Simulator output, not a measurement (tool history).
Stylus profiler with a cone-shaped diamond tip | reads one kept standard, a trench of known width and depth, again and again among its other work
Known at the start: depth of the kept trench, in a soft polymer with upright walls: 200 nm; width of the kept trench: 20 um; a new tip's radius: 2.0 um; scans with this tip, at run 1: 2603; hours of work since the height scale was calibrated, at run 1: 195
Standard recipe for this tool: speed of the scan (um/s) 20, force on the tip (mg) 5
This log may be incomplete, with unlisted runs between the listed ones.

run	hour	speed of the scan (um/s)	force on the tip (mg)	scans with this tip	hours of work since the height scale was calibrated	depth of the trench (angstrom)	width of the trench's floor (um)
1	0	20	5	2603	195	2029.4	18.15
2	66.4	20	5	3286	247	2031.4	18.16
3	113.8	20	5	3775	283	2030.5	18.17
4	213.7	20	5	4802	360	2030.9	18.16
5	290.2	20	5	5590	420	2032.8	18.1
6	366.2	20	5	6373	478	2032.4	18.11
7	418.2	20	4.21	6908	519	2029.6	18.05
8	477.5	20	4.21	7518	564	2029.7	18.03
9	559.3	20	4.21	8360	628	2031.5	18.04
10	637.7	20	4.21	9168	688	2031.8	18.02
11	699	20	4.21	9799	736	2032.3	18
12	782.7	20	4.21	10660	800	2031.8	17.98
13	863	67	3.68	11487	862	2031.4	17.74
14	914.7	67	3.68	12019	902	2031.1	17.75
15	1011.5	67	3.68	13015	977	2033.1	17.71
16	1082.5	8	5.78	13746	1032	2040.2	17.99
17	1184	8	5.78	14791	1110	2041.8	17.96
18	1268	16	6.43	15656	1175	2043.9	17.89
19	1319.8	22	5.96	16189	1215	2043.1	17.85
20	1416.2	10	4.66	17182	1290	2039.3	17.89
21	1461.8	12	2.4	17651	1325	2029.7	17.84
22	1561	21	7.03	18672	1402	2048.1	17.81

Alternative continuations, all from the tool just after run 22; predict every row:
A	1629	26	5	19372	1454	?	?
B	1629	7	8.59	19372	1454	?	?
C	1629	20	11.26	19372	1454	?	?

run	depth of the trench (angstrom)	width of the trench's floor (um)
A	2042.2	17.8
B	2054.6	17.9
C	2063.8	17.81
Take away the tool's hidden state, keep each run's random variation, and the runs would have read:
run	depth of the trench (angstrom)	width of the trench's floor (um)
A	2027.5	18.18
B	2039.8	18.28
C	2049	18.19
